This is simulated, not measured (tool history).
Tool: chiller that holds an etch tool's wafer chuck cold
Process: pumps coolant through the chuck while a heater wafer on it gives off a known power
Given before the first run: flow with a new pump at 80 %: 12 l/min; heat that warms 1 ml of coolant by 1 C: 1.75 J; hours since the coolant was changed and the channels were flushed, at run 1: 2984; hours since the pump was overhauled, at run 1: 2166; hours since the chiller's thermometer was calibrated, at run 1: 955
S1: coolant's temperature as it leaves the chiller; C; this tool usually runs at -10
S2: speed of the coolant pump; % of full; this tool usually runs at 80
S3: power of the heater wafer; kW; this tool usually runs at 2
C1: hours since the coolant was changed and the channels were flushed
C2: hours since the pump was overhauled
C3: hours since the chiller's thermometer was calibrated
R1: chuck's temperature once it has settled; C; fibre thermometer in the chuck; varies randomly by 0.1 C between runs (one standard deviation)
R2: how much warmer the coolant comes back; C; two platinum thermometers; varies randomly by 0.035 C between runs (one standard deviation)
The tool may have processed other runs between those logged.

run 1 hour=0 | S1=-10 S2=80 S3=2 | C1=2984 C2=2166 C3=955 | R1=3.8 R2=6.08
run 2 hour=105 | S1=-10 S2=80 S3=2 | C1=3089 C2=2271 C3=1060 | R1=3.6 R2=6.07
run 3 hour=207.7 | S1=-10 S2=80 S3=2 | C1=3192 C2=2373 C3=1163 | R1=3.4 R2=6.05
run 4 hour=329.4 | S1=-10 S2=89 S3=2 | C1=3314 C2=2495 C3=1285 | R1=2.6 R2=5.33
run 5 hour=430.6 | S1=-10 S2=80 S3=2 | C1=3415 C2=2596 C3=1386 | R1=3.7 R2=6.12
run 6 hour=508.7 | S1=-10 S2=80 S3=2 | C1=3493 C2=2674 C3=1464 | R1=3.7 R2=6.16
run 7 hour=604.2 | S1=-10 S2=80 S3=2 | C1=3588 C2=2770 C3=1560 | R1=3.8 R2=6.1
run 8 hour=662.5 | S1=-10 S2=80 S3=2 | C1=3647 C2=2828 C3=1618 | R1=3.7 R2=6.15
run 9 hour=772.1 | S1=-10 S2=67 S3=2 | C1=3756 C2=2938 C3=1728 | R1=6 R2=7.51
run 10 hour=831.2 | S1=-10 S2=80 S3=2 | C1=3815 C2=2997 C3=1787 | R1=3.9 R2=6.15
run 11 hour=914.4 | S1=-10 S2=80 S3=2 | C1=3899 C2=3080 C3=1870 | R1=3.9 R2=6.18
run 12 hour=1019.5 | S1=-10 S2=80 S3=2 | C1=4004 C2=3185 C3=1975 | R1=3.9 R2=6.23
-- hour=1125.6 coolant changed, channels flushed
run 13 hour=1125.6 | S1=-10 S2=80 S3=2 | C1=0 C2=3285 C3=2075 | R1=2.8 R2=6.2
run 14 hour=1224.9 | S1=-10 S2=80 S3=2 | C1=99 C2=3385 C3=2174 | R1=2.8 R2=6.29
run 15 hour=1308 | S1=-10 S2=80 S3=2 | C1=182 C2=3468 C3=2258 | R1=2.9 R2=6.23
run 16 hour=1407.1 | S1=-10 S2=80 S3=2 | C1=282 C2=3567 C3=2357 | R1=2.9 R2=6.26
run 17 hour=1471 | S1=-10 S2=80 S3=2 | C1=345 C2=3631 C3=2420 | R1=2.9 R2=6.29
run 18 hour=1582.1 | S1=-10 S2=80 S3=2 | C1=456 C2=3742 C3=2532 | R1=3.1 R2=6.29
run 19 hour=1696.1 | S1=-17 S2=93 S3=1.978 | C1=571 C2=3856 C3=2646 | R1=-5.6 R2=5.25
run 20 hour=1784.6 | S1=-17 S2=61 S3=2 | C1=659 C2=3944 C3=2734 | R1=-0.5 R2=8.51
run 21 hour=1838.5 | S1=-15 S2=80 S3=1.674 | C1=713 C2=3998 C3=2788 | R1=-4 R2=5.23
run 22 hour=1936.3 | S1=-14 S2=80 S3=1.766 | C1=811 C2=4096 C3=2886 | R1=-2.5 R2=5.56
run 23 hour=2036.2 | S1=-14 S2=80 S3=1.766 | C1=911 C2=4196 C3=2986 | R1=-2.5 R2=5.53
run 24 hour=2089.9 | S1=-14 S2=80 S3=1.766 | C1=964 C2=4249 C3=3039 | R1=-2.5 R2=5.67
-- hour=2120.9 chiller's thermometer calibrated
run 25 hour=2153.9 | S1=-14 S2=80 S3=1.766 | C1=1027 C2=4312 C3=33 | R1=-2.1 R2=5.58
run 26 hour=2244.4 | S1=-14 S2=80 S3=1.766 | C1=1118 C2=4403 C3=124 | R1=-1.8 R2=5.65
run 27 hour=2344.8 | S1=-5 S2=80 S3=2 | C1=1218 C2=4503 C3=224 | R1=8.6 R2=6.41
run 28 hour=2451.2 | S1=-5 S2=80 S3=2 | C1=1325 C2=4610 C3=330 | R1=8.9 R2=6.4
run 29 hour=2572.3 | S1=-10 S2=89 S3=2 | C1=1446 C2=4731 C3=451 | R1=2.4 R2=5.76
run 30 hour=2656.1 | S1=-3 S2=89 S3=2 | C1=1530 C2=4815 C3=535 | R1=9.7 R2=5.8
run 31 hour=2709.2 | S1=-3 S2=89 S3=2 | C1=1583 C2=4868 C3=588 | R1=9.7 R2=5.71
-- hour=2741.2 coolant pump overhauled
run 32 hour=2792.2 | S1=-3 S2=87 S3=2.563 | C1=1661 C2=51 C3=666 | R1=12.1 R2=6.64

Pick out some run-to-run changes in R1. Of each, how much would a tool without hidden state show as well, from the settings, what came in and chance, and how much is left for the hidden state and any gauge scatter not in both results compared?
What the log doesn't record here: heat passed by the chuck's channels, % of clean ones'; flow at a given pump speed, % of a new pump's; coolant's true temperature over the reading, C; drift of the gauge itself on chuck_c, C; drift of the gauge itself on warmer_back_c, C.
Run 12 -> 13: coolant changed, channels flushed. R1 -1.1 C: hidden state -1.1, all else +0.
Run 18 -> 19: S1 -10 -> -17, S2 80 -> 93, S3 2 -> 1.978. R1 -8.7 C: hidden state -0.2, all else -8.5.
Run 19 -> 20: S2 93 -> 61, S3 1.978 -> 2. R1 +5.1 C: hidden state +0.5, all else +4.6.
Run 26 -> 27: S1 -14 -> -5, S3 1.766 -> 2. R1 +10.4 C: hidden state +0.2, all else +10.2.
Run 29 -> 30: S1 -10 -> -3. R1 +7.3 C: hidden state +0, all else +7.3.
Run 31 -> 32: S2 89 -> 87, S3 2 -> 2.563, coolant pump overhauled. R1 +2.4 C: hidden state -1, all else +3.4.

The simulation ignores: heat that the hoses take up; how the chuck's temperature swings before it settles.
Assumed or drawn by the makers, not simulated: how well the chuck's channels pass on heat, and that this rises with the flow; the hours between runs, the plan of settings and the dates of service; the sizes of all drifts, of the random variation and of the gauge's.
